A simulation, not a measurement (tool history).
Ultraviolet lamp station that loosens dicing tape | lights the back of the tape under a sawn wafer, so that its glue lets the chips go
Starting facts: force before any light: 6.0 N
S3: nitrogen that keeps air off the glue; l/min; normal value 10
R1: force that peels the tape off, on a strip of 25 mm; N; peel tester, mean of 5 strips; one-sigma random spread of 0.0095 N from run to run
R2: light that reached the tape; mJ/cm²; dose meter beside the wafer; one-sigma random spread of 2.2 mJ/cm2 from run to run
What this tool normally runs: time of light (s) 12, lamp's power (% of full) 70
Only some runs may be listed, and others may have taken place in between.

Run 1, day 0.000: usual settings. Result: R1 0.401 N, R2 199 mJ/cm².
Run 2, day 0.638: usual settings. Result: R1 0.425 N, R2 204 mJ/cm².
Run 3, day 1.671: usual settings. Result: R1 0.392 N, R2 197 mJ/cm².
Run 4, day 2.379: usual settings. Result: R1 0.419 N, R2 200 mJ/cm².
Run 5, day 3.304: usual settings. Result: R1 0.408 N, R2 201 mJ/cm².
Run 6, day 4.075: usual settings. Result: R1 0.395 N, R2 196 mJ/cm².
Run 7, day 4.596: usual settings but S3 13 l/min. Result: R1 0.326 N, R2 196 mJ/cm².
Run 8, day 5.267: usual settings but S3 13 l/min. Result: R1 0.325 N, R2 199 mJ/cm².
Run 9, day 5.896: usual settings but S3 13 l/min. Result: R1 0.314 N, R2 197 mJ/cm².
Run 10, day 6.783: usual settings but S3 13 l/min. Result: R1 0.323 N, R2 197 mJ/cm².
Run 11, day 7.692: usual settings. Result: R1 0.390 N, R2 202 mJ/cm².
Run 12, day 8.200: usual settings. Result: R1 0.413 N, R2 201 mJ/cm².
Run 13, day 8.796: usual settings. Result: R1 0.401 N, R2 200 mJ/cm².
Run 14, day 9.712: usual settings. Result: R1 0.412 N, R2 199 mJ/cm².
Run 15, day 10.538: usual settings. Result: R1 0.395 N, R2 197 mJ/cm².
Run 16, day 11.350: usual settings but lamp's power (% of full) 91. Result: R1 0.242 N, R2 257 mJ/cm².
Run 17, day 12.083: usual settings but S3 16 l/min. Result: R1 0.278 N, R2 199 mJ/cm².
Run 18, day 13.167: usual settings but S3 16 l/min. Result: R1 0.288 N, R2 199 mJ/cm².
Run 19, day 13.858: usual settings but S3 16 l/min. Result: R1 0.289 N, R2 197 mJ/cm².
Run 20, day 14.425: usual settings but S3 16 l/min. Result: R1 0.282 N, R2 203 mJ/cm².
Run 21, day 15.517: usual settings but S3 16 l/min. Result: R1 0.279 N, R2 197 mJ/cm².
Run 22, day 16.308: usual settings but S3 16 l/min. Result: R1 0.291 N, R2 200 mJ/cm².
Run 23, day 16.767: usual settings but S3 16 l/min. Result: R1 0.278 N, R2 200 mJ/cm².
Run 24, day 17.496: usual settings but lamp's power (% of full) 79, S3 6 l/min. Result: R1 0.500 N, R2 226 mJ/cm².
Run 25, day 18.475: usual settings but time of light (s) 22, S3 5 l/min. Result: R1 0.228 N, R2 368 mJ/cm².
Run 26, day 19.033: usual settings but time of light (s) 22, S3 5 l/min. Result: R1 0.228 N, R2 371 mJ/cm².
Run 27, day 19.708: usual settings but time of light (s) 22, S3 5 l/min. Result: R1 0.231 N, R2 366 mJ/cm².
Run 28, day 20.696: usual settings but time of light (s) 22, S3 5 l/min. Result: R1 0.215 N, R2 363 mJ/cm².
Run 29, day 21.229: usual settings but time of light (s) 22, S3 5 l/min. Result: R1 0.233 N, R2 363 mJ/cm².
Run 30, day 22.204: usual settings but time of light (s) 22, S3 5 l/min. Result: R1 0.224 N, R2 361 mJ/cm².
Run 31, day 22.967: usual settings but time of light (s) 22, S3 5 l/min. Result: R1 0.226 N, R2 362 mJ/cm².
Run 32, day 23.738: usual settings but time of light (s) 18, lamp's power (% of full) 85, S3 15 l/min. Result: R1 0.142 N, R2 362 mJ/cm².
Run 33, day 24.367: usual settings but time of light (s) 24, lamp's power (% of full) 85, S3 13 l/min. Result: R1 0.141 N, R2 484 mJ/cm².
Run 34, day 25.188: usual settings but time of light (s) 10, lamp's power (% of full) 96, S3 4 l/min. Result: R1 0.680 N, R2 230 mJ/cm².
Run 35, day 25.783: usual settings but time of light (s) 10, lamp's power (% of full) 96, S3 4 l/min. Result: R1 0.665 N, R2 225 mJ/cm².
Run 36, day 26.583: usual settings but S3 20 l/min. Result: R1 0.244 N, R2 201 mJ/cm².
Run 37, day 27.383: usual settings but lamp's power (% of full) 71, S3 5 l/min. Result: R1 0.690 N, R2 203 mJ/cm².
Run 38, day 28.217: usual settings but time of light (s) 10, lamp's power (% of full) 74. Result: R1 0.515 N, R2 175 mJ/cm².
Run 39, day 29.212: usual settings but time of light (s) 10, lamp's power (% of full) 74, S3 12 l/min. Result: R1 0.450 N, R2 178 mJ/cm².
Run 40, day 29.896: usual settings but time of light (s) 10, lamp's power (% of full) 74, S3 12 l/min. Result: R1 0.452 N, R2 174 mJ/cm².
Run 41, day 30.896: usual settings but time of light (s) 10, lamp's power (% of full) 74, S3 12 l/min. Result: R1 0.474 N, R2 175 mJ/cm².
Run 42, day 31.346: usual settings but time of light (s) 15, lamp's power (% of full) 77. Result: R1 0.227 N, R2 273 mJ/cm².
Run 43, day 31.792: usual settings but time of light (s) 19, lamp's power (% of full) 85, S3 15 l/min. Result: R1 0.149 N, R2 382 mJ/cm².
Run 44, day 32.708: usual settings but time of light (s) 23, lamp's power (% of full) 80. Result: R1 0.134 N, R2 437 mJ/cm².

Withheld: 1 entry from between the runs. Position of each, and hidden state at the listed run before versus the listed run after:
Runs 29 to 30: window cleaned of glue's vapour (day 21.600)
  light that the window lets through, % of a clean one's: 99.9 -> 100

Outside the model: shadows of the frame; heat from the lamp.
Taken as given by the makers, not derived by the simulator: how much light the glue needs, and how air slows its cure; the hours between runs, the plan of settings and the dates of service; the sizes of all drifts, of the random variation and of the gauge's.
